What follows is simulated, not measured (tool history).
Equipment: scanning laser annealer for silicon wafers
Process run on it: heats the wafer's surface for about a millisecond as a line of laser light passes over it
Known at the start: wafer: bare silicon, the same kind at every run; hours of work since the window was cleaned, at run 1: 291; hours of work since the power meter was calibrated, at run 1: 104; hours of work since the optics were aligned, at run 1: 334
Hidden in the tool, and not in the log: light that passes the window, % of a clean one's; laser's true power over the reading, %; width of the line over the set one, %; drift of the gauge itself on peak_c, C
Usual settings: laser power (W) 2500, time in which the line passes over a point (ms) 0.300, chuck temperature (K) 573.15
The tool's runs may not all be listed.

run,hour,laser power (W),time in which the line passes over a point (ms),chuck temperature (K),hours of work since the window was cleaned,hours of work since the power meter was calibrated,hours of work since the optics were aligned,highest temperature of the surface (K)
1,0.0,2500,0.300,573.15,291,104,334,1256.15
2,25.0,2500,0.300,573.15,304,117,347,1254.15
3,52.0,2500,0.300,573.15,318,131,361,1257.15
4,84.1,2500,0.300,573.15,335,148,378,1258.15
5,124.2,2500,0.300,537.15,357,170,400,1215.15
6,157.2,2500,0.300,610.15,374,187,417,1289.15
7,176.9,2225,0.300,610.15,385,198,428,1197.15
8,203.0,2225,0.300,610.15,398,212,442,1194.15
9,245.5,2225,0.300,610.15,421,234,464,1188.15
# hour 252.6: window over the wafer cleaned
10,270.0,2500,0.300,585.15,9,246,476,1297.15
11,290.3,2500,0.300,573.15,20,257,487,1281.15
12,331.4,2455,0.300,536.15,42,279,509,1228.15
13,350.9,2455,0.300,536.15,52,289,519,1227.15
14,380.9,2500,0.300,546.15,68,305,535,1249.15
15,405.8,2719,0.300,587.15,81,318,548,1371.15
16,450.9,2290,0.264,534.15,105,342,572,1125.15

Estimate the outcome of run 17 from the log above:
17,473.3,2473,0.372,538.15,117,354,584,?

{"run 17": {"highest temperature of the surface (K)": 1303.15}}
Without the tool's hidden state the same run would have given highest temperature of the surface (K) 1322.15.

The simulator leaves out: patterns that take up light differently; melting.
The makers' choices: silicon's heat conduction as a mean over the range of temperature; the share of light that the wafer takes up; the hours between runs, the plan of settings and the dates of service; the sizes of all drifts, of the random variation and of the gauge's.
